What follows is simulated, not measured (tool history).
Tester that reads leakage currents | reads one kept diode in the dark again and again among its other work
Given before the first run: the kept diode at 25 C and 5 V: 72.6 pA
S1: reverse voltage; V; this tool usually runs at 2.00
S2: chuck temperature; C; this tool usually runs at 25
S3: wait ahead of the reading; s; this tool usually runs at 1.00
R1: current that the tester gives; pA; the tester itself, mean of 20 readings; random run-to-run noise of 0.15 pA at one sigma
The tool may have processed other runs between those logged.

Run 1, day 0.000: usual settings. Result: R1 50.36 pA.
Run 2, day 3.358: usual settings. Result: R1 50.62 pA.
Run 3, day 5.729: usual settings. Result: R1 50.59 pA.
Run 4, day 10.038: usual settings. Result: R1 50.78 pA.
Run 5, day 13.788: usual settings. Result: R1 51.45 pA.
Run 6, day 15.908: usual settings. Result: R1 51.74 pA.
Run 7, day 19.950: usual settings. Result: R1 51.75 pA.
Run 8, day 23.962: usual settings. Result: R1 51.75 pA.
Run 9, day 27.292: usual settings. Result: R1 52.05 pA.
Run 10, day 31.125: usual settings. Result: R1 52.58 pA.
Run 11, day 33.017: usual settings. Result: R1 53.09 pA.
Run 12, day 34.917: usual settings. Result: R1 52.97 pA.
Run 13, day 39.346: usual settings. Result: R1 53.18 pA.
Run 14, day 41.942: usual settings. Result: R1 53.19 pA.
Run 15, day 45.354: usual settings but S2 55 C. Result: R1 488.37 pA.
Run 16, day 49.517: usual settings but S2 55 C. Result: R1 486.56 pA.
Run 17, day 52.058: usual settings but S2 55 C. Result: R1 489.07 pA.
Run 18, day 55.142: usual settings but S2 55 C. Result: R1 491.99 pA.
Run 19, day 56.996: usual settings but S2 55 C. Result: R1 493.07 pA.
Run 20, day 61.067: usual settings but S2 55 C. Result: R1 493.97 pA.
Run 21, day 64.683: usual settings but S2 32 C, S3 1.79 s. Result: R1 92.31 pA.
At day 66.667: probe card cleaned and baked.
Run 22, day 69.017: usual settings but S1 12.78 V, S2 31 C, S3 8.26 s. Result: R1 212.71 pA.
Run 23, day 71.308: usual settings but S1 12.78 V, S2 31 C, S3 8.26 s. Result: R1 212.47 pA.
Run 24, day 74.079: usual settings but S1 12.78 V, S2 31 C, S3 5.01 s. Result: R1 215.69 pA.
Run 25, day 78.571: usual settings but S2 24 C, S3 0.55 s. Result: R1 47.19 pA.
At day 79.058: chuck's temperature calibrated.
Run 26, day 80.979: usual settings but S2 24 C, S3 0.55 s. Result: R1 44.28 pA.
Run 27, day 82.950: usual settings but S1 14.61 V, S2 57 C, S3 4.89 s. Result: R1 1506.15 pA.
Run 28, day 84.917: usual settings but S1 1.08 V, S2 54 C. Result: R1 315.64 pA.
Run 29, day 86.962: usual settings but S1 1.08 V, S2 29 C. Result: R1 47.81 pA.
Run 30, day 89.912: usual settings but S1 1.08 V, S2 29 C. Result: R1 47.86 pA.
Run 31, day 92.721: usual settings but S1 19.14 V, S2 28 C, S3 0.55 s. Result: R1 215.08 pA.
Run 32, day 95.429: usual settings but S1 1.61 V, S2 32 C, S3 0.55 s. Result: R1 76.24 pA.
Run 33, day 98.788: usual settings but S1 1.74 V, S2 32 C. Result: R1 79.24 pA.
Run 34, day 101.196: usual settings but S3 5.71 s. Result: R1 47.92 pA.
Run 35, day 105.071: usual settings but S3 5.71 s. Result: R1 48.23 pA.
Run 36, day 107.658: usual settings but S1 5.47 V, S2 31 C, S3 2.68 s. Result: R1 135.63 pA.
Run 37, day 109.867: usual settings but S1 5.47 V, S2 31 C, S3 2.68 s. Result: R1 135.26 pA.
Run 38, day 113.525: usual settings but S2 34 C. Result: R1 101.36 pA.
Run 39, day 116.008: usual settings but S1 1.78 V, S2 32 C, S3 0.35 s. Result: R1 82.95 pA.

Alternative continuations, all from the tool just after run 39; predict every row:
Run A, day 119.117: usual settings but S1 3.28 V, S2 32 C, S3 0.35 s. Result: R1 ?.
Run B, day 119.117: usual settings but S1 15.28 V, S2 46 C, S3 1.36 s. Result: R1 ?.
Run C, day 119.117: usual settings but S1 12.42 V, S2 32 C, S3 0.35 s. Result: R1 ?.
Run D, day 119.117: usual settings but S1 1.78 V, S2 32 C, S3 0.35 s. Result: R1 ?.
Run E, day 119.117: usual settings but S1 10.41 V. Result: R1 ?.

run      R1
  A  116.51
  B  736.24
  C  242.46
  D   83.52
  E  124.29
The same runs, with their run-to-run variation unchanged, on a tool lacking any hidden condition would have given:
run      R1
  A  108.46
  B  690.50
  C  221.67
  D   78.16
  E  110.38

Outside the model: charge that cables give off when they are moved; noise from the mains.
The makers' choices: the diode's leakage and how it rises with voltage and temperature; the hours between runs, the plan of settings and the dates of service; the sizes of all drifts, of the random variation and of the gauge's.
